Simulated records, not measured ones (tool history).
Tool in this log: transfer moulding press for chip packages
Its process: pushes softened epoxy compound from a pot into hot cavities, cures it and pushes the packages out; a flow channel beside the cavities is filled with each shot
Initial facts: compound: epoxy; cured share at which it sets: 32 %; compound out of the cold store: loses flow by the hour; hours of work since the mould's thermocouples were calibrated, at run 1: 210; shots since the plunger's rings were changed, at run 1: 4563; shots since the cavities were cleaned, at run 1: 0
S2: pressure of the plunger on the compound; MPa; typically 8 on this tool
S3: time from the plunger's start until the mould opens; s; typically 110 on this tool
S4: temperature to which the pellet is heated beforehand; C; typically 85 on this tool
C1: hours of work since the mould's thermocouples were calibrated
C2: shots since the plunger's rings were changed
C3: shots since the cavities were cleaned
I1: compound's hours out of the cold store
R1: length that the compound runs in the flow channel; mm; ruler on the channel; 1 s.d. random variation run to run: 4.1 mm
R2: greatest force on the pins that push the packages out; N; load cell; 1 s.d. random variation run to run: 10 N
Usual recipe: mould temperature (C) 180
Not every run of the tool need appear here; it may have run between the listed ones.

{"run": 1, "hour": 0.0, "mould temperature (C)": 180, "S2": 8, "S3": 110, "S4": 85, "C1": 210, "C2": 4563, "C3": 0, "I1": 42.3, "R1": 568, "R2": 470}
{"run": 2, "hour": 17.5, "mould temperature (C)": 180, "S2": 8, "S3": 110, "S4": 85, "C1": 219, "C2": 4727, "C3": 164, "I1": 41, "R1": 569, "R2": 540}
{"run": 3, "hour": 32.5, "mould temperature (C)": 180, "S2": 8, "S3": 110, "S4": 85, "C1": 227, "C2": 4868, "C3": 305, "I1": 45.3, "R1": 572, "R2": 590}
{"hour": 36.4, "done": "mould's thermocouples calibrated"}
{"run": 4, "hour": 57.0, "mould temperature (C)": 180, "S2": 8, "S3": 110, "S4": 85, "C1": 11, "C2": 5080, "C3": 517, "I1": 38.6, "R1": 576, "R2": 689}
{"hour": 71.5, "done": "cavities cleaned with cleaning compound and waxed"}
{"run": 5, "hour": 85.7, "mould temperature (C)": 180, "S2": 8, "S3": 110, "S4": 85, "C1": 26, "C2": 5335, "C3": 133, "I1": 12.3, "R1": 640, "R2": 543}
{"hour": 104.3, "done": "mould's thermocouples calibrated, once more"}
{"run": 6, "hour": 111.8, "mould temperature (C)": 180, "S2": 6.9, "S3": 97, "S4": 75, "C1": 4, "C2": 5561, "C3": 359, "I1": 30.2, "R1": 542, "R2": 736}
{"run": 7, "hour": 124.1, "mould temperature (C)": 182, "S2": 8.08, "S3": 93, "S4": 77, "C1": 11, "C2": 5677, "C3": 475, "I1": 13.8, "R1": 631, "R2": 775}
{"run": 8, "hour": 138.4, "mould temperature (C)": 181, "S2": 9.09, "S3": 149, "S4": 89, "C1": 18, "C2": 5811, "C3": 609, "I1": 29.2, "R1": 620, "R2": 598}
{"hour": 143.2, "done": "cavities cleaned with cleaning compound and waxed"}
{"hour": 156.4, "done": "plunger's sealing rings changed"}
{"run": 9, "hour": 166.9, "mould temperature (C)": 181, "S2": 9.09, "S3": 105, "S4": 80, "C1": 31, "C2": 98, "C3": 199, "I1": 32.9, "R1": 670, "R2": 571}
{"run": 10, "hour": 194.7, "mould temperature (C)": 181, "S2": 9.09, "S3": 105, "S4": 80, "C1": 46, "C2": 359, "C3": 460, "I1": 46.9, "R1": 637, "R2": 633}

Branching from run 10: 5 alternative next runs. What would each branch give?
{"run": "A", "hour": 209.0, "mould temperature (C)": 180, "S2": 7.24, "S3": 93, "S4": 85, "C1": 54, "C2": 493, "C3": 594, "I1": 19.8, "R1": "?", "R2": "?"}
{"run": "B", "hour": 209.0, "mould temperature (C)": 180, "S2": 8.98, "S3": 110, "S4": 82, "C1": 54, "C2": 493, "C3": 594, "I1": 28.9, "R1": "?", "R2": "?"}
{"run": "C", "hour": 209.0, "mould temperature (C)": 178, "S2": 6.47, "S3": 105, "S4": 89, "C1": 54, "C2": 493, "C3": 594, "I1": 26.6, "R1": "?", "R2": "?"}
{"run": "D", "hour": 209.0, "mould temperature (C)": 180, "S2": 8.32, "S3": 123, "S4": 85, "C1": 54, "C2": 493, "C3": 594, "I1": 43.9, "R1": "?", "R2": "?"}
{"run": "E", "hour": 209.0, "mould temperature (C)": 180, "S2": 7.64, "S3": 101, "S4": 80, "C1": 54, "C2": 493, "C3": 594, "I1": 16.4, "R1": "?", "R2": "?"}

run=A R1=625 R2=887
run=B R1=678 R2=667
run=C R1=585 R2=813
run=D R1=606 R2=625
run=E R1=650 R2=747
The same runs, with their run-to-run variation unchanged, on a tool lacking any hidden condition would have given:
run=A R1=631 R2=633
run=B R1=684 R2=469
run=C R1=590 R2=578
run=D R1=612 R2=437
run=E R1=656 R2=529
